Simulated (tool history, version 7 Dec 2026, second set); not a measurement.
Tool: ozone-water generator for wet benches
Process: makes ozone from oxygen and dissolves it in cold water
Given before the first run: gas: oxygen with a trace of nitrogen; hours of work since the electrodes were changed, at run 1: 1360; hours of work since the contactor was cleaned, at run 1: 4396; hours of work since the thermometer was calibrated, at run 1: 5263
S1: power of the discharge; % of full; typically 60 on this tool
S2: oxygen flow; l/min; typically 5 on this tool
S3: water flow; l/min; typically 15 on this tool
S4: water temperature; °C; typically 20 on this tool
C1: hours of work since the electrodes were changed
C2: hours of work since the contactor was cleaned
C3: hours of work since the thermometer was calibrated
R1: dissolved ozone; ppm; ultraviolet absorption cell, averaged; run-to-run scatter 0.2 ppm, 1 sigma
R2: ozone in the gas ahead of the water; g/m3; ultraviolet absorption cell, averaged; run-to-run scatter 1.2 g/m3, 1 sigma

{"run": 1, "day": 0.0, "S1": 60, "S2": 5, "S3": 15, "S4": 20, "C1": 1360, "C2": 4396, "C3": 5263, "R1": 27.8, "R2": 216.7}
{"run": 2, "day": 3.308, "S1": 60, "S2": 5, "S3": 15, "S4": 20, "C1": 1411, "C2": 4446, "C3": 5314, "R1": 27.4, "R2": 218.8}
{"run": 3, "day": 6.475, "S1": 60, "S2": 5, "S3": 15, "S4": 21, "C1": 1460, "C2": 4495, "C3": 5362, "R1": 27.1, "R2": 219.6}
{"run": 4, "day": 9.058, "S1": 60, "S2": 5, "S3": 15, "S4": 21, "C1": 1499, "C2": 4534, "C3": 5402, "R1": 27.1, "R2": 217.3}
{"run": 5, "day": 10.892, "S1": 60, "S2": 5, "S3": 15, "S4": 26, "C1": 1527, "C2": 4563, "C3": 5430, "R1": 24.3, "R2": 217.1}
{"run": 6, "day": 13.696, "S1": 60, "S2": 5, "S3": 15, "S4": 26, "C1": 1570, "C2": 4606, "C3": 5473, "R1": 24.8, "R2": 218.2}
{"run": 7, "day": 16.717, "S1": 60, "S2": 5, "S3": 15, "S4": 26, "C1": 1617, "C2": 4652, "C3": 5519, "R1": 24.8, "R2": 218.4}
{"run": 8, "day": 20.238, "S1": 60, "S2": 5, "S3": 15, "S4": 20, "C1": 1671, "C2": 4706, "C3": 5573, "R1": 27.3, "R2": 218.5}
{"day": 23.196, "done": "water thermometer calibrated"}
{"run": 9, "day": 23.438, "S1": 60, "S2": 5, "S3": 15, "S4": 20, "C1": 1719, "C2": 4755, "C3": 4, "R1": 27.6, "R2": 218}
{"run": 10, "day": 26.367, "S1": 60, "S2": 5, "S3": 14, "S4": 20, "C1": 1764, "C2": 4800, "C3": 49, "R1": 29.1, "R2": 216.5}
{"run": 11, "day": 29.446, "S1": 60, "S2": 5, "S3": 14, "S4": 20, "C1": 1812, "C2": 4847, "C3": 96, "R1": 28.9, "R2": 219.6}
{"day": 29.842, "done": "contactor cleaned"}
{"run": 12, "day": 33.008, "S1": 60, "S2": 5, "S3": 15, "S4": 20, "C1": 1864, "C2": 49, "C3": 148, "R1": 26.6, "R2": 217.9}
{"run": 13, "day": 34.817, "S1": 60, "S2": 5, "S3": 15, "S4": 18, "C1": 1891, "C2": 76, "C3": 176, "R1": 27.3, "R2": 216.2}
{"run": 14, "day": 36.288, "S1": 100, "S2": 5, "S3": 15, "S4": 20, "C1": 1914, "C2": 99, "C3": 198, "R1": 35.9, "R2": 293.8}
{"run": 15, "day": 39.417, "S1": 60, "S2": 5, "S3": 15, "S4": 20, "C1": 1962, "C2": 147, "C3": 246, "R1": 26.3, "R2": 216.8}
{"run": 16, "day": 41.175, "S1": 60, "S2": 5, "S3": 15, "S4": 20, "C1": 1989, "C2": 174, "C3": 273, "R1": 26.4, "R2": 216.1}
{"run": 17, "day": 43.179, "S1": 60, "S2": 5, "S3": 15, "S4": 20, "C1": 2020, "C2": 205, "C3": 304, "R1": 26.3, "R2": 215.5}
{"run": 18, "day": 45.088, "S1": 60, "S2": 5, "S3": 15, "S4": 20, "C1": 2049, "C2": 234, "C3": 333, "R1": 26.5, "R2": 218.1}
{"day": 46.096, "done": "contactor cleaned, once more"}
{"run": 19, "day": 48.246, "S1": 60, "S2": 5, "S3": 15, "S4": 20, "C1": 2095, "C2": 33, "C3": 379, "R1": 27.7, "R2": 217.4}
{"run": 20, "day": 50.671, "S1": 60, "S2": 2.79, "S3": 15, "S4": 20, "C1": 2132, "C2": 70, "C3": 416, "R1": 28.2, "R2": 303.4}
{"run": 21, "day": 52.817, "S1": 79, "S2": 5, "S3": 15, "S4": 20, "C1": 2165, "C2": 103, "C3": 449, "R1": 33.1, "R2": 252.1}
{"run": 22, "day": 54.629, "S1": 79, "S2": 2.7, "S3": 14, "S4": 20, "C1": 2193, "C2": 131, "C3": 477, "R1": 35.5, "R2": 357.6}
{"run": 23, "day": 57.425, "S1": 79, "S2": 2.7, "S3": 14, "S4": 20, "C1": 2236, "C2": 174, "C3": 520, "R1": 34.9, "R2": 360.7}
{"run": 24, "day": 58.979, "S1": 79, "S2": 2.7, "S3": 14, "S4": 20, "C1": 2259, "C2": 198, "C3": 544, "R1": 34.7, "R2": 361.5}
{"run": 25, "day": 60.754, "S1": 79, "S2": 2.7, "S3": 14, "S4": 20, "C1": 2287, "C2": 225, "C3": 571, "R1": 35, "R2": 362.2}
{"run": 26, "day": 63.125, "S1": 79, "S2": 2.7, "S3": 14, "S4": 20, "C1": 2323, "C2": 261, "C3": 607, "R1": 35.4, "R2": 358.2}
{"run": 27, "day": 64.65, "S1": 79, "S2": 2.7, "S3": 14, "S4": 20, "C1": 2346, "C2": 285, "C3": 631, "R1": 35.4, "R2": 355.2}
{"run": 28, "day": 66.233, "S1": 79, "S2": 2.7, "S3": 14, "S4": 20, "C1": 2371, "C2": 309, "C3": 655, "R1": 34.8, "R2": 359.2}
{"run": 29, "day": 69.125, "S1": 79, "S2": 2.7, "S3": 14, "S4": 20, "C1": 2415, "C2": 353, "C3": 699, "R1": 35.2, "R2": 357.7}
{"run": 30, "day": 71.046, "S1": 48, "S2": 3.09, "S3": 9, "S4": 17, "C1": 2444, "C2": 383, "C3": 729, "R1": 37.5, "R2": 250.7}
{"run": 31, "day": 73.767, "S1": 48, "S2": 3.09, "S3": 9, "S4": 17, "C1": 2486, "C2": 424, "C3": 770, "R1": 37.7, "R2": 248.1}

Consider 5 possible next runs. They are alternatives, not a sequence: every one starts from the tool as it was left by run 31. What does each give?
{"run": "A", "day": 76.033, "S1": 48, "S2": 4.47, "S3": 23, "S4": 17, "C1": 2521, "C2": 459, "C3": 805, "R1": "?", "R2": "?"}
{"run": "B", "day": 76.033, "S1": 60, "S2": 5, "S3": 14, "S4": 20, "C1": 2521, "C2": 459, "C3": 805, "R1": "?", "R2": "?"}
{"run": "C", "day": 76.033, "S1": 65, "S2": 4.95, "S3": 11, "S4": 17, "C1": 2521, "C2": 459, "C3": 805, "R1": "?", "R2": "?"}
{"run": "D", "day": 76.033, "S1": 67, "S2": 3.09, "S3": 9, "S4": 17, "C1": 2521, "C2": 459, "C3": 805, "R1": "?", "R2": "?"}
{"run": "E", "day": 76.033, "S1": 60, "S2": 5, "S3": 21, "S4": 18, "C1": 2521, "C2": 459, "C3": 805, "R1": "?", "R2": "?"}

run=A R1=18.1 R2=201
run=B R1=29.3 R2=214.1
run=C R1=37.3 R2=225.3
run=D R1=46.3 R2=302.7
run=E R1=22.2 R2=213.2
Take away the tool's hidden state, keep each run's random variation, and the runs would have read:
run=A R1=18.8 R2=206.4
run=B R1=30.5 R2=220.9
run=C R1=38.9 R2=232.8
run=D R1=48.2 R2=313
run=E R1=23.1 R2=219.9
